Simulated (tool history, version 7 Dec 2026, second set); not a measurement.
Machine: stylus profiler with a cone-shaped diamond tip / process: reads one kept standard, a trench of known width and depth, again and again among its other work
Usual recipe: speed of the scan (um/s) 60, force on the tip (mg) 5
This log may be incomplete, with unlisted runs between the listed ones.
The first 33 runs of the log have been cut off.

run,day,speed of the scan (um/s),force on the tip (mg),scans with this tip,hours of work since the height scale was calibrated,depth of the trench (Å),width of the trench's floor (µm)
34,35.833,197,11.54,2782,169,10400.3,45.75
35,36.496,17,2.41,2909,180,10143.9,46.13
36,37.242,109,5,3051,193,10233.3,45.82
37,38.667,167,1.67,3323,216,10115.6,45.12
38,39.642,167,1.67,3509,232,10115.4,45.13
39,40.538,75,5.87,3679,247,10258.3,45.94
40,41.979,83,5.5,3954,271,10245.1,45.86
41,43.071,83,5.5,4162,289,10249,45.81
42,44.162,83,5.5,4371,307,10251.5,45.84
43,44.938,149,3.53,4519,320,10187.7,45.44
44,46.229,23,8.95,4765,342,10340.8,46.02
45,47.533,32,14.86,5013,363,10476.1,46.06

Consider 3 possible next runs. They are alternatives, not a sequence: every one starts from the tool as it was left by run 45. What does each give?
A,48.879,140,3.62,5270,385,?,?
B,48.879,222,9.6,5270,385,?,?
C,48.879,32,3.04,5270,385,?,?

run,depth of the trench (Å),width of the trench's floor (µm)
A,10191.8,45.44
B,10358.2,45.49
C,10170.4,45.88
Stripped of hidden state, with their random variation kept, the same runs would have yielded:
run,depth of the trench (Å),width of the trench's floor (µm)
A,10183.2,45.92
B,10349.5,45.98
C,10161.8,46.36

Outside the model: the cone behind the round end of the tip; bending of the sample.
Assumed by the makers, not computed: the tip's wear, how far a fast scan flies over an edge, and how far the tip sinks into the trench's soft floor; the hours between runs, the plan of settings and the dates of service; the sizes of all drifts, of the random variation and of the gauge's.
